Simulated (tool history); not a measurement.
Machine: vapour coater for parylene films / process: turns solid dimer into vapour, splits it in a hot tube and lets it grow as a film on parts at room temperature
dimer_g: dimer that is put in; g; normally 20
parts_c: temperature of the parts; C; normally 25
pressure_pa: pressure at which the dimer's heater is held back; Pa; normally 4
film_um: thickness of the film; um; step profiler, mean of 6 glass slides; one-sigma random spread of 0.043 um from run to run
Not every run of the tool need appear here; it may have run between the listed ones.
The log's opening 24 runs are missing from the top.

run,day,dimer_g,parts_c,pressure_pa,hours of work since the trap's valve was overhauled,hours of work since the table's thermometer was calibrated,film_um
25,38.762,8,25,4,215,1707,2.54
# day 39.388: trap's valve overhauled
26,40.425,26,28,5.06,20,1735,7.89
27,42.617,26,28,5.06,61,1776,7.79
28,44.888,25,25,8.48,104,1819,7.34
29,45.846,20,25,11.27,122,1838,5.63
30,46.946,20,25,11.27,143,1858,5.58
31,48.133,20,25,3.46,166,1881,6.63
32,49.583,18,36,3.23,193,1908,4.51
33,50.667,9,20,2.87,213,1929,3.45
# day 51.442: trap's valve overhauled
34,52.538,24,25,5.99,21,1961,7.77
35,53.946,30,33,5.01,47,1988,8.01
36,55.192,12,33,3.69,71,2011,3.36
37,57.067,15,33,3.69,106,2047,4.16

Here are 4 independent what-if runs from the current tool condition. What would each one return?
A,59.112,15,20,2.18,145,2085,?
B,59.112,11,31,5.73,145,2085,?
C,59.112,15,18,3.69,145,2085,?
D,59.112,11,25,3.07,145,2085,?

run,film_um
A,6.21
B,3.02
C,6.08
D,3.76
What these runs would have given with no unlogged condition in the tool:
run,film_um
A,6.33
B,3.07
C,6.19
D,3.83
